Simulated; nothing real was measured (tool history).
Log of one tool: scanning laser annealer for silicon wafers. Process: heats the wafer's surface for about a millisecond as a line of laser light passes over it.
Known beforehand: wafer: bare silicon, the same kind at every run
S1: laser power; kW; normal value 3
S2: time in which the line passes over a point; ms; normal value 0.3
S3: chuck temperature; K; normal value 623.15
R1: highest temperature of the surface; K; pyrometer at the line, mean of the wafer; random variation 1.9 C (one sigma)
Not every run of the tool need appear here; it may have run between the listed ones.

run   hour     S1     S2      S3       R1
  1      0      3    0.3  623.15  1383.15
  2   15.7      3    0.3  623.15  1387.15
  3     31      3    0.3  623.15  1386.15
  4   41.7      3    0.3  623.15  1382.15
  5   51.7      3    0.3  623.15  1383.15
  6   64.4      3    0.3  623.15  1382.15
  7   81.4      3    0.3  654.15  1414.15
  8   94.4  3.294    0.3  654.15  1485.15
  9  105.9  3.294    0.3  654.15  1481.15
 10  114.2  3.294    0.3  654.15  1483.15
 11  122.7      3  0.216  623.15  1270.15
 12  139.4      3  0.216  623.15  1267.15
 13  147.3   3.11  0.216  623.15  1289.15
 14  157.2      3    0.3  623.15  1382.15
 15  168.2      3    0.3  623.15  1383.15
 16  176.4      3    0.3  623.15  1380.15
 17  193.6      3    0.3  623.15  1382.15
 18    204      3    0.3  623.15  1383.15
 19  211.9      3    0.3  637.15  1397.15
 20    219      3    0.3  637.15  1398.15
 21  227.9  3.115  0.233  646.15  1337.15
 22  244.2    2.7  0.356  636.15  1383.15
 23    254  3.079  0.231  629.15  1310.15
 24  271.4   2.68  0.231  627.15  1228.15
 25  280.4   2.68   0.25  650.15  1273.15
 26  292.4   2.68   0.25  650.15  1272.15
 27  303.4   2.64    0.3  628.15  1296.15
 28  313.1  2.943  0.342  649.15  1440.15
 29  325.4  2.943  0.342  649.15  1445.15
 30  337.3  2.668  0.317  624.15  1322.15
 31  350.4  2.668  0.355  606.15  1349.15
 32  367.5  2.781  0.251  625.15  1270.15

Run 33, settings as shown, results not yet in. Your forecast:
 33  378.6  2.781  0.251  625.15   ?

Run 33 measured R1 1271.15 K.
With no hidden state in the tool, this same run would have given R1 1284.15 K.
